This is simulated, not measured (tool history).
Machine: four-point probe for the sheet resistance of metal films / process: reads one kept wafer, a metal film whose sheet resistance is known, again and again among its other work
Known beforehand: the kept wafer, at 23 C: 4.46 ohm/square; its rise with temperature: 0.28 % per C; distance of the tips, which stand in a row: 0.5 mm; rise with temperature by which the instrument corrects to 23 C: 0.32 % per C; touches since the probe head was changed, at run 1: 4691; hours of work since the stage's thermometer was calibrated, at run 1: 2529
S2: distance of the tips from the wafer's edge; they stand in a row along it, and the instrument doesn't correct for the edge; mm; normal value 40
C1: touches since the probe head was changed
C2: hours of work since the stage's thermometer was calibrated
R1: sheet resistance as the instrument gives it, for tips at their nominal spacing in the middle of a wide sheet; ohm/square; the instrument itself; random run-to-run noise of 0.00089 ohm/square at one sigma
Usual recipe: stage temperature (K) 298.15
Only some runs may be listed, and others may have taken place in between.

{"run": 1, "hour": 0.0, "stage temperature (K)": 298.15, "S2": 40, "C1": 4691, "C2": 2529, "R1": 4.477567}
{"run": 2, "hour": 15.9, "stage temperature (K)": 298.15, "S2": 40, "C1": 5001, "C2": 2536, "R1": 4.478029}
{"run": 3, "hour": 32.6, "stage temperature (K)": 298.15, "S2": 11, "C1": 5326, "C2": 2544, "R1": 4.481681}
{"run": 4, "hour": 58.0, "stage temperature (K)": 298.15, "S2": 11, "C1": 5821, "C2": 2555, "R1": 4.482533}
{"run": 5, "hour": 78.9, "stage temperature (K)": 298.15, "S2": 11, "C1": 6229, "C2": 2564, "R1": 4.484361}
{"run": 6, "hour": 103.6, "stage temperature (K)": 302.15, "S2": 11, "C1": 6710, "C2": 2575, "R1": 4.47783}
{"run": 7, "hour": 120.0, "stage temperature (K)": 302.15, "S2": 11, "C1": 7030, "C2": 2583, "R1": 4.478162}
{"run": 8, "hour": 148.9, "stage temperature (K)": 298.15, "S2": 11, "C1": 7591, "C2": 2595, "R1": 4.482642}
{"run": 9, "hour": 169.0, "stage temperature (K)": 298.15, "S2": 14, "C1": 7984, "C2": 2604, "R1": 4.480292}
{"run": 10, "hour": 189.0, "stage temperature (K)": 298.15, "S2": 14, "C1": 8374, "C2": 2613, "R1": 4.48111}
{"run": 11, "hour": 211.8, "stage temperature (K)": 298.15, "S2": 40, "C1": 8817, "C2": 2623, "R1": 4.476386}
{"run": 12, "hour": 238.8, "stage temperature (K)": 298.15, "S2": 40, "C1": 9344, "C2": 2635, "R1": 4.475302}
{"run": 13, "hour": 264.7, "stage temperature (K)": 298.15, "S2": 40, "C1": 9848, "C2": 2647, "R1": 4.477731}
{"run": 14, "hour": 293.6, "stage temperature (K)": 298.15, "S2": 8, "C1": 10412, "C2": 2660, "R1": 4.488009}
{"hour": 310.8, "done": "stage's thermometer calibrated"}
{"run": 15, "hour": 319.6, "stage temperature (K)": 298.15, "S2": 8, "C1": 10908, "C2": 4, "R1": 4.487423}
{"run": 16, "hour": 331.7, "stage temperature (K)": 298.15, "S2": 8, "C1": 11144, "C2": 9, "R1": 4.489157}
{"run": 17, "hour": 354.1, "stage temperature (K)": 298.15, "S2": 6, "C1": 11579, "C2": 19, "R1": 4.496242}
{"run": 18, "hour": 382.7, "stage temperature (K)": 298.15, "S2": 6, "C1": 12138, "C2": 32, "R1": 4.495539}
{"run": 19, "hour": 402.2, "stage temperature (K)": 298.15, "S2": 6, "C1": 12517, "C2": 41, "R1": 4.496913}
{"run": 20, "hour": 420.2, "stage temperature (K)": 298.15, "S2": 40, "C1": 12868, "C2": 48, "R1": 4.480395}
{"run": 21, "hour": 435.9, "stage temperature (K)": 298.15, "S2": 40, "C1": 13174, "C2": 55, "R1": 4.478442}
{"hour": 442.9, "done": "stage's thermometer calibrated, once more"}
{"run": 22, "hour": 456.5, "stage temperature (K)": 298.15, "S2": 40, "C1": 13565, "C2": 6, "R1": 4.466009}
{"run": 23, "hour": 480.5, "stage temperature (K)": 291.15, "S2": 17, "C1": 14033, "C2": 17, "R1": 4.478383}
{"run": 24, "hour": 506.6, "stage temperature (K)": 291.15, "S2": 17, "C1": 14540, "C2": 28, "R1": 4.477812}
{"run": 25, "hour": 519.7, "stage temperature (K)": 295.15, "S2": 23, "C1": 14797, "C2": 34, "R1": 4.472307}
{"run": 26, "hour": 546.5, "stage temperature (K)": 306.15, "S2": 38, "C1": 15319, "C2": 46, "R1": 4.455569}
{"run": 27, "hour": 570.0, "stage temperature (K)": 306.15, "S2": 38, "C1": 15776, "C2": 56, "R1": 4.454547}
{"run": 28, "hour": 588.2, "stage temperature (K)": 306.15, "S2": 38, "C1": 16131, "C2": 64, "R1": 4.455066}
{"run": 29, "hour": 609.6, "stage temperature (K)": 299.15, "S2": 40, "C1": 16547, "C2": 74, "R1": 4.466782}
{"run": 30, "hour": 636.9, "stage temperature (K)": 298.15, "S2": 43, "C1": 17079, "C2": 86, "R1": 4.466661}
{"run": 31, "hour": 663.7, "stage temperature (K)": 298.15, "S2": 43, "C1": 17602, "C2": 98, "R1": 4.465054}
{"run": 32, "hour": 677.1, "stage temperature (K)": 295.15, "S2": 5, "C1": 17863, "C2": 104, "R1": 4.495372}
{"run": 33, "hour": 691.3, "stage temperature (K)": 298.15, "S2": 4, "C1": 18138, "C2": 110, "R1": 4.503989}
{"run": 34, "hour": 712.4, "stage temperature (K)": 298.15, "S2": 14, "C1": 18550, "C2": 119, "R1": 4.467661}
{"run": 35, "hour": 731.0, "stage temperature (K)": 293.15, "S2": 3, "C1": 18912, "C2": 128, "R1": 4.538042}
{"run": 36, "hour": 756.9, "stage temperature (K)": 293.15, "S2": 3, "C1": 19417, "C2": 139, "R1": 4.540874}
{"run": 37, "hour": 780.3, "stage temperature (K)": 291.15, "S2": 4, "C1": 19874, "C2": 150, "R1": 4.511701}
{"run": 38, "hour": 798.9, "stage temperature (K)": 293.15, "S2": 4, "C1": 20234, "C2": 158, "R1": 4.50955}
{"run": 39, "hour": 814.9, "stage temperature (K)": 294.15, "S2": 7, "C1": 20547, "C2": 165, "R1": 4.484756}
{"run": 40, "hour": 834.2, "stage temperature (K)": 294.15, "S2": 7, "C1": 20922, "C2": 173, "R1": 4.483058}
{"run": 41, "hour": 861.8, "stage temperature (K)": 299.15, "S2": 29, "C1": 21460, "C2": 186, "R1": 4.465617}
{"run": 42, "hour": 886.4, "stage temperature (K)": 295.15, "S2": 5, "C1": 21940, "C2": 197, "R1": 4.496016}
{"run": 43, "hour": 911.7, "stage temperature (K)": 295.15, "S2": 5, "C1": 22434, "C2": 208, "R1": 4.49494}
{"run": 44, "hour": 926.1, "stage temperature (K)": 304.15, "S2": 41, "C1": 22714, "C2": 214, "R1": 4.458218}

Pick out some run-to-run changes in R1. Of each, how much would a tool without hidden state show as well, from the settings, what came in and chance, and how much is left for the hidden state and any gauge scatter not in both results compared?
The hidden state here: inner tips' distance over the nominal, %; tips' flats over new ones', %; wafer's true temperature over the reading, C; drift of the gauge itself on sheet_ohm, %.
Run 5 -> 6: stage temperature (K) 298.15 -> 302.15. R1 -0.006531 ohm/square: hidden state -0.000188, all else -0.006343.
Run 14 -> 15: stage's thermometer calibrated. R1 -0.000586 ohm/square: hidden state +0.001973, all else -0.002559.
Run 21 -> 22: stage's thermometer calibrated, once more. R1 -0.012433 ohm/square: hidden state -0.012542, all else +0.000109.
Run 33 -> 34: S2 4 -> 14. R1 -0.036328 ohm/square: hidden state -0.000112, all else -0.036216.
Run 34 -> 35: stage temperature (K) 298.15 -> 293.15, S2 14 -> 3. R1 +0.070381 ohm/square: hidden state +0.000108, all else +0.070273.
Run 43 -> 44: stage temperature (K) 295.15 -> 304.15, S2 5 -> 41. R1 -0.036722 ohm/square: hidden state -0.000118, all else -0.036604.
